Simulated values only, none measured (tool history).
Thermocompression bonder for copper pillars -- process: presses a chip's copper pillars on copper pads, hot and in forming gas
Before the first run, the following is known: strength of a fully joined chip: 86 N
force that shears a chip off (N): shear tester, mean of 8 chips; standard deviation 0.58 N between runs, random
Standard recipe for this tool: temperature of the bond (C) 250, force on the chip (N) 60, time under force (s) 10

| run | hour | temperature of the bond (C) | force on the chip (N) | time under force (s) | force that shears a chip off (N) |
|---|---|---|---|---|---|
| 1 | 0.0 | 250 | 60 | 10 | 32.5 |
| 2 | 58.6 | 252 | 60 | 10 | 32.5 |
| 3 | 90.4 | 252 | 60 | 10 | 32.7 |
| 4 | 152.8 | 224 | 60 | 10 | 21.5 |
| 5 | 199.4 | 250 | 60 | 10 | 32.5 |
| 6 | 252.7 | 250 | 60 | 10 | 32.2 |
| 7 | 298.4 | 250 | 60 | 10 | 32.7 |
| 8 | 350.2 | 250 | 80 | 10 | 39.2 |
| 9 | 382.5 | 250 | 80 | 10 | 38.1 |
| 10 | 435.7 | 246 | 80 | 10 | 36.3 |
| 11 | 493.4 | 246 | 80 | 14 | 42.4 |
| 12 | 543.4 | 246 | 80 | 14 | 42.0 |
| 13 | 580.7 | 249 | 60 | 10 | 31.5 |
| 14 | 636.4 | 249 | 60 | 10 | 32.1 |
| 15 | 681.9 | 249 | 60 | 10 | 32.5 |
| 16 | 710.1 | 259 | 60 | 10 | 36.7 |
| 17 | 773.1 | 259 | 60 | 10 | 37.5 |
| 18 | 831.6 | 259 | 60 | 10 | 36.1 |
| 19 | 868.9 | 256 | 40 | 15 | 31.4 |
| 20 | 917.9 | 245 | 77 | 10 | 34.1 |
| 21 | 962.9 | 245 | 77 | 10 | 34.8 |
| 22 | 1010.6 | 245 | 77 | 10 | 34.7 |
| 23 | 1053.9 | 228 | 60 | 10 | 21.9 |
| 24 | 1087.7 | 250 | 50 | 21 | 37.6 |
| 25 | 1148.3 | 272 | 50 | 9 | 37.1 |
| 26 | 1181.1 | 250 | 43 | 10 | 25.1 |
| 27 | 1210.2 | 264 | 39 | 14 | 33.6 |
| 28 | 1240.1 | 264 | 39 | 14 | 34.0 |
| 29 | 1295.2 | 280 | 60 | 10 | 48.1 |
| 30 | 1349.6 | 269 | 44 | 14 | 39.0 |

Missing from the log above: 3 entries noted between runs. For each, name the pair of listed runs it sits between and say how the tool's hidden condition differs from the listed run just before to the listed run just after:
From run 10 to run 11: forming gas filter changed (hour 488.1)
  force that reaches the chip, % of what is set: 99.8 -> 99.7; oxide that the forming gas leaves, % of the face: 0.71 -> 0.5
From run 21 to run 22: forming gas filter changed (hour 975.5)
  oxide that the forming gas leaves, % of the face: 0.72 -> 0.52
From run 28 to run 29: force cell calibrated (hour 1280.8)
  force that reaches the chip, % of what is set: 99.6 -> 100; oxide that the forming gas leaves, % of the face: 0.62 -> 0.65

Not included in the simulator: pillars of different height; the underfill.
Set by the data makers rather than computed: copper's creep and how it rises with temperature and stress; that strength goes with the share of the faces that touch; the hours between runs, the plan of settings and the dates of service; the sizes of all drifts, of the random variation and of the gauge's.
